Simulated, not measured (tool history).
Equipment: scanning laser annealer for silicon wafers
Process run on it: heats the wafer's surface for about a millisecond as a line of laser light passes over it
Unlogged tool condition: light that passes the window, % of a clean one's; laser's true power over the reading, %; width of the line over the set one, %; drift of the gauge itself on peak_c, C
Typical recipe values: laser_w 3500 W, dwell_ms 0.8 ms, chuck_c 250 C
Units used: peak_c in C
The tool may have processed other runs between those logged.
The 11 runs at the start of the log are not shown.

| run | hour | laser_w | dwell_ms | chuck_c | hours of work since the window was cleaned | hours of work since the power meter was calibrated | hours of work since the optics were aligned | peak_c |
|---|---|---|---|---|---|---|---|---|
| 12 | 237.1 | 3500 | 0.8 | 242 | 436 | 409 | 70 | 959 |
| 13 | 259.2 | 3500 | 0.8 | 242 | 451 | 425 | 86 | 955 |
|  | 277.3 | optics aligned, line set to its width, once more |
| 14 | 292.9 | 3500 | 0.8 | 250 | 472 | 446 | 11 | 976 |
| 15 | 314.2 | 3500 | 0.8 | 250 | 487 | 461 | 26 | 975 |
| 16 | 326.9 | 3500 | 0.8 | 215 | 496 | 470 | 35 | 937 |
| 17 | 344 | 3500 | 0.8 | 215 | 508 | 482 | 48 | 938 |
| 18 | 368.8 | 3500 | 0.8 | 215 | 526 | 500 | 65 | 937 |
| 19 | 395.4 | 3677 | 0.755 | 215 | 545 | 519 | 84 | 950 |
|  | 410.7 | window over the wafer cleaned |
| 20 | 415.8 | 3819 | 0.859 | 280 | 4 | 532 | 97 | 1128 |
| 21 | 431.1 | 3819 | 0.908 | 258 | 15 | 543 | 108 | 1132 |
| 22 | 447.1 | 3819 | 0.908 | 258 | 26 | 554 | 120 | 1132 |
| 23 | 460.9 | 3267 | 0.965 | 253 | 36 | 564 | 130 | 1018 |
| 24 | 481.8 | 3397 | 0.97 | 255 | 51 | 579 | 144 | 1054 |
| 25 | 498.5 | 3829 | 0.94 | 277 | 63 | 591 | 156 | 1171 |
| 26 | 520.9 | 3829 | 0.94 | 214 | 79 | 607 | 172 | 1105 |
| 27 | 534 | 3829 | 0.94 | 214 | 88 | 616 | 182 | 1106 |
| 28 | 546.5 | 3500 | 0.741 | 250 | 97 | 625 | 191 | 956 |
| 29 | 566.5 | 3500 | 0.992 | 220 | 111 | 639 | 205 | 1050 |
| 30 | 580.3 | 3500 | 0.992 | 220 | 121 | 649 | 215 | 1049 |
| 31 | 601.7 | 3500 | 0.752 | 271 | 136 | 664 | 230 | 983 |
| 32 | 619.6 | 3500 | 0.752 | 271 | 149 | 677 | 243 | 983 |
| 33 | 631.7 | 3824 | 0.8 | 235 | 158 | 686 | 251 | 1041 |
| 34 | 654.6 | 3824 | 0.568 | 235 | 174 | 702 | 268 | 901 |

Predict each of these 4 candidate next runs independently; none follows another, all start after run 34:
| A | 681.3 | 3845 | 0.8 | 255 | 193 | 721 | 287 | ? |
| B | 681.3 | 3512 | 0.672 | 216 | 193 | 721 | 287 | ? |
| C | 681.3 | 3557 | 0.568 | 235 | 193 | 721 | 287 | ? |
| D | 681.3 | 3824 | 0.736 | 235 | 193 | 721 | 287 | ? |

| run | peak_c |
|---|---|
| A | 1068 |
| B | 884 |
| C | 850 |
| D | 1004 |
Had the tool no hidden state, the same runs would have come out as:
| run | peak_c |
|---|---|
| A | 1081 |
| B | 896 |
| C | 860 |
| D | 1017 |
